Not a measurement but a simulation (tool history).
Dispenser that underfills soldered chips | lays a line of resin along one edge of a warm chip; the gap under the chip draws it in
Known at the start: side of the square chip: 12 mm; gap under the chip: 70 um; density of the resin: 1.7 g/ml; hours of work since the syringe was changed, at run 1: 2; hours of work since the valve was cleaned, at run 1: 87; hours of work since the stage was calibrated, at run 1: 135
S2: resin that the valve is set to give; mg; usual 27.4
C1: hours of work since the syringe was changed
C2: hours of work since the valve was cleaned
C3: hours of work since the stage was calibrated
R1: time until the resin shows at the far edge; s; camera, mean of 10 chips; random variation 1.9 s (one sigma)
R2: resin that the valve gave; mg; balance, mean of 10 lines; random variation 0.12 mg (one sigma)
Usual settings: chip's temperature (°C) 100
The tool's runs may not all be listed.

Run 1, hour 0: usual settings; C1 2; C2 87; C3 135. Result: R1 213.2 s, R2 26.48 mg.
Run 2, hour 5.1: usual settings but S2 33.1 mg; C1 6; C2 90; C3 138. Result: R1 244.9 s, R2 32.2 mg.
Run 3, hour 8.4: usual settings but S2 33.1 mg; C1 8; C2 93; C3 140. Result: R1 275.2 s, R2 32.03 mg.
At hour 10.7: new syringe of resin.
Run 4, hour 14.4: usual settings; C1 2; C2 96; C3 144. Result: R1 212.2 s, R2 26.41 mg.
Run 5, hour 17: usual settings; C1 4; C2 98; C3 146. Result: R1 231.6 s, R2 26.33 mg.
Run 6, hour 21.7: usual settings but S2 30.6 mg; C1 7; C2 101; C3 149. Result: R1 265 s, R2 29.41 mg.
At hour 25.2: new syringe of resin.
Run 7, hour 25.8: usual settings but chip's temperature (°C) 95, S2 24.9 mg; C1 0; C2 104; C3 152. Result: R1 238.7 s, R2 24.01 mg.
Run 8, hour 28.9: usual settings but chip's temperature (°C) 86, S2 27.5 mg; C1 2; C2 106; C3 154. Result: R1 383.1 s, R2 26.5 mg.
Run 9, hour 34.9: usual settings but chip's temperature (°C) 108; C1 6; C2 110; C3 158. Result: R1 190.4 s, R2 26.39 mg.
At hour 39.6: new syringe of resin.
Run 10, hour 40.1: usual settings but chip's temperature (°C) 108; C1 0; C2 113; C3 161. Result: R1 147.8 s, R2 26.4 mg.
Run 11, hour 43.7: usual settings but chip's temperature (°C) 108; C1 3; C2 116; C3 164. Result: R1 155.9 s, R2 26.26 mg.

The same runs without the tool's hidden state, with the same run-to-run variation:
The hidden state here: resin's viscosity, % of fresh resin's; dose that the valve gives, % of what is set; true chip temperature over the reading, C; drift of the gauge itself on fill_s, %; drift of the gauge itself on given_mg, %.
run     R1     R2
  1  185.3  27.33
  2  181.1  33.27
  3  182.6  33.12
  4  183.2  27.35
  5  183.8  27.27
  6  181.2   30.5
  7  224.4  24.92
  8  326.3  27.52
  9  134.3  27.44
 10  138.9  27.49
 11  130.4  27.37
